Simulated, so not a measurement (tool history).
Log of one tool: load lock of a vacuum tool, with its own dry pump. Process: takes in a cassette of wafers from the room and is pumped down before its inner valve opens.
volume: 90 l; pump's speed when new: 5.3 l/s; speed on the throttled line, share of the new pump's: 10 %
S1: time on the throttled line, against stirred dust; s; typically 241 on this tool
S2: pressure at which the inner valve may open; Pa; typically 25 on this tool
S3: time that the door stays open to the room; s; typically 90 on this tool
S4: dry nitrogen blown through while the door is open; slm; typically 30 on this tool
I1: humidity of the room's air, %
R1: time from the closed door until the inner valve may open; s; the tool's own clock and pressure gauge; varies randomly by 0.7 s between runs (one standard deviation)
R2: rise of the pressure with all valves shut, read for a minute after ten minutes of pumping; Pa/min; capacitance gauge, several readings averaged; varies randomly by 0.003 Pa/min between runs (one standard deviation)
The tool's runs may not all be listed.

Run 1, hour 0: usual settings; I1 45.9. Result: R1 370.3 s, R2 0.031 Pa/min.
Run 2, hour 77.2: usual settings; I1 44.5. Result: R1 370.1 s, R2 0.031 Pa/min.
Run 3, hour 130.2: usual settings; I1 42.2. Result: R1 370.1 s, R2 0.023 Pa/min.
Run 4, hour 205.6: usual settings; I1 43.3. Result: R1 371.5 s, R2 0.034 Pa/min.
Run 5, hour 255.2: usual settings; I1 44.8. Result: R1 370.2 s, R2 0.028 Pa/min.
Run 6, hour 361: usual settings; I1 44. Result: R1 370.6 s, R2 0.028 Pa/min.
Run 7, hour 442.6: usual settings; I1 45.4. Result: R1 369.2 s, R2 0.03 Pa/min.
Run 8, hour 498.2: usual settings; I1 45.7. Result: R1 372 s, R2 0.034 Pa/min.
Run 9, hour 546.2: usual settings; I1 48.2. Result: R1 370.2 s, R2 0.032 Pa/min.
Run 10, hour 631.6: usual settings but S4 42 slm; I1 44.8. Result: R1 370.7 s, R2 0.03 Pa/min.
Run 11, hour 697.8: usual settings but S4 42 slm; I1 45.2. Result: R1 370.5 s, R2 0.03 Pa/min.
Run 12, hour 780.9: usual settings but S1 137 s, S2 35 Pa, S4 10 slm; I1 47.4. Result: R1 272 s, R2 0.052 Pa/min.
Run 13, hour 871.4: usual settings but S3 43 s, S4 5 slm; I1 40.1. Result: R1 371.6 s, R2 0.045 Pa/min.
Run 14, hour 976.8: usual settings but S3 43 s, S4 5 slm; I1 45.9. Result: R1 370.2 s, R2 0.052 Pa/min.
Run 15, hour 1020.9: usual settings but S3 43 s, S4 5 slm; I1 44.4. Result: R1 371.8 s, R2 0.052 Pa/min.
Run 16, hour 1101.8: usual settings but S1 172 s, S2 35 Pa, S3 52 s, S4 5 slm; I1 45.1. Result: R1 303.9 s, R2 0.059 Pa/min.
Run 17, hour 1192.5: usual settings but S3 64 s, S4 19 slm; I1 44.1. Result: R1 370.4 s, R2 0.035 Pa/min.
Run 18, hour 1279.4: usual settings but S3 64 s, S4 19 slm; I1 45.5. Result: R1 370.4 s, R2 0.036 Pa/min.
Run 19, hour 1363.3: usual settings but S1 243 s, S2 35 Pa, S3 64 s, S4 19 slm; I1 41.2. Result: R1 366.8 s, R2 0.036 Pa/min.
Run 20, hour 1415.8: usual settings but S1 243 s, S2 35 Pa, S3 64 s, S4 19 slm; I1 44.7. Result: R1 366 s, R2 0.04 Pa/min.
Run 21, hour 1510.9: usual settings but S3 36 s; I1 42.4. Result: R1 370.6 s, R2 0.027 Pa/min.

Each row is a separate what-if for the run after 21, all from the same tool condition, not one after another. Results?
Run A, hour 1593: usual settings but S3 36 s, S4 21 slm; I1 47.4. Result: R1 ?, R2 ?.
Run B, hour 1593: usual settings but S1 360 s, S3 30 s; I1 44.2. Result: R1 ?, R2 ?.
Run C, hour 1593: usual settings but S2 20 Pa, S3 36 s; I1 45.8. Result: R1 ?, R2 ?.

run     R1     R2
  A  372.5  0.037
  B  478.5  0.024
  C  375.9  0.032
Stripped of hidden state, with their random variation kept, the same runs would have yielded:
run     R1     R2
  A  359.5  0.024
  B  466.8  0.011
  C  362.2  0.018
